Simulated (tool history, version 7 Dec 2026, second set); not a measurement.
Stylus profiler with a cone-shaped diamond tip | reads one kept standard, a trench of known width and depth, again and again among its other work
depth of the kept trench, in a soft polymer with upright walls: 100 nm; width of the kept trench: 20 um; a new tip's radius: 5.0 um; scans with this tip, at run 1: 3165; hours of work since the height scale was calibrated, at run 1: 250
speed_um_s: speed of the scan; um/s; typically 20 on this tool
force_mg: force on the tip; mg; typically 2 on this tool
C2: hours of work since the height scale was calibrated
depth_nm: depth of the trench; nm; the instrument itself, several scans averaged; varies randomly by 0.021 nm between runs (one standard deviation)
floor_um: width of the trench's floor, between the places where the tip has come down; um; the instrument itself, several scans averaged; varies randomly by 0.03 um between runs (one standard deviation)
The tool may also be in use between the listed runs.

run 1 hour=0 | speed_um_s=20 force_mg=2 | scans_with_this_tip=3165 C2=250 | depth_nm=101.31 floor_um=17.91
run 2 hour=56 | speed_um_s=20 force_mg=0.76 | scans_with_this_tip=3462 C2=274 | depth_nm=100.65 floor_um=17.86
run 3 hour=129.5 | speed_um_s=20 force_mg=0.83 | scans_with_this_tip=3851 C2=305 | depth_nm=100.7 floor_um=17.8
run 4 hour=237.9 | speed_um_s=20 force_mg=0.83 | scans_with_this_tip=4426 C2=350 | depth_nm=100.7 floor_um=17.89
run 5 hour=308.8 | speed_um_s=20 force_mg=2 | scans_with_this_tip=4801 C2=380 | depth_nm=101.24 floor_um=17.9
run 6 hour=416.8 | speed_um_s=20 force_mg=2 | scans_with_this_tip=5374 C2=425 | depth_nm=101.26 floor_um=17.87
run 7 hour=500.6 | speed_um_s=20 force_mg=2 | scans_with_this_tip=5818 C2=460 | depth_nm=101.27 floor_um=17.93
run 8 hour=593.5 | speed_um_s=24 force_mg=2 | scans_with_this_tip=6310 C2=499 | depth_nm=101.26 floor_um=17.83
run 9 hour=668.7 | speed_um_s=24 force_mg=2 | scans_with_this_tip=6708 C2=531 | depth_nm=101.35 floor_um=17.85
run 10 hour=721.1 | speed_um_s=24 force_mg=2 | scans_with_this_tip=6986 C2=553 | depth_nm=101.3 floor_um=17.89
run 11 hour=769.5 | speed_um_s=20 force_mg=2 | scans_with_this_tip=7243 C2=573 | depth_nm=101.27 floor_um=17.86
run 12 hour=816.2 | speed_um_s=20 force_mg=2 | scans_with_this_tip=7490 C2=592 | depth_nm=101.27 floor_um=17.85
run 13 hour=912.7 | speed_um_s=20 force_mg=2 | scans_with_this_tip=8001 C2=633 | depth_nm=101.23 floor_um=17.86
run 14 hour=1009.8 | speed_um_s=20 force_mg=2 | scans_with_this_tip=8516 C2=674 | depth_nm=101.29 floor_um=17.93
-- hour=1053 new tip fitted, height scale calibrated
run 15 hour=1121.4 | speed_um_s=20 force_mg=2 | scans_with_this_tip=363 C2=29 | depth_nm=101.24 floor_um=17.94
run 16 hour=1178.9 | speed_um_s=20 force_mg=2 | scans_with_this_tip=667 C2=53 | depth_nm=101.27 floor_um=17.91
run 17 hour=1288.2 | speed_um_s=16 force_mg=1.4 | scans_with_this_tip=1247 C2=99 | depth_nm=101.01 floor_um=17.86
run 18 hour=1399.5 | speed_um_s=20 force_mg=3.73 | scans_with_this_tip=1836 C2=145 | depth_nm=101.97 floor_um=17.96
run 19 hour=1474.2 | speed_um_s=20 force_mg=4.39 | scans_with_this_tip=2232 C2=177 | depth_nm=102.18 floor_um=17.92
run 20 hour=1524.2 | speed_um_s=40 force_mg=0.9 | scans_with_this_tip=2497 C2=198 | depth_nm=100.69 floor_um=17.71
run 21 hour=1607 | speed_um_s=40 force_mg=0.9 | scans_with_this_tip=2936 C2=232 | depth_nm=100.74 floor_um=17.74
run 22 hour=1670.5 | speed_um_s=40 force_mg=0.9 | scans_with_this_tip=3272 C2=259 | depth_nm=100.76 floor_um=17.75
run 23 hour=1772.4 | speed_um_s=7 force_mg=1.16 | scans_with_this_tip=3812 C2=302 | depth_nm=100.89 floor_um=17.96
run 24 hour=1831.3 | speed_um_s=7 force_mg=1.16 | scans_with_this_tip=4125 C2=326 | depth_nm=100.91 floor_um=17.96
run 25 hour=1919.8 | speed_um_s=12 force_mg=2.9 | scans_with_this_tip=4593 C2=363 | depth_nm=101.64 floor_um=17.96
run 26 hour=2018.4 | speed_um_s=22 force_mg=1 | scans_with_this_tip=5116 C2=405 | depth_nm=100.81 floor_um=17.83
run 27 hour=2079.6 | speed_um_s=22 force_mg=1 | scans_with_this_tip=5440 C2=430 | depth_nm=100.83 floor_um=17.9
run 28 hour=2180.5 | speed_um_s=22 force_mg=1 | scans_with_this_tip=5974 C2=473 | depth_nm=100.75 floor_um=17.86
run 29 hour=2286.9 | speed_um_s=38 force_mg=1.19 | scans_with_this_tip=6538 C2=517 | depth_nm=100.91 floor_um=17.73

What if the next run were any one of these 3? Each begins from the tool's condition after run 29:
run A hour=2368.4 | speed_um_s=7 force_mg=2 | scans_with_this_tip=6970 C2=551 | depth_nm=? floor_um=?
run B hour=2368.4 | speed_um_s=7 force_mg=1.91 | scans_with_this_tip=6970 C2=551 | depth_nm=? floor_um=?
run C hour=2368.4 | speed_um_s=5 force_mg=3.85 | scans_with_this_tip=6970 C2=551 | depth_nm=? floor_um=?

run=A depth_nm=101.3 floor_um=17.94
run=B depth_nm=101.29 floor_um=18.02
run=C depth_nm=101.99 floor_um=17.98
Without the tool's hidden state the same runs would have given:
run=A depth_nm=101.3 floor_um=17.97
run=B depth_nm=101.3 floor_um=18.05
run=C depth_nm=102 floor_um=18.01
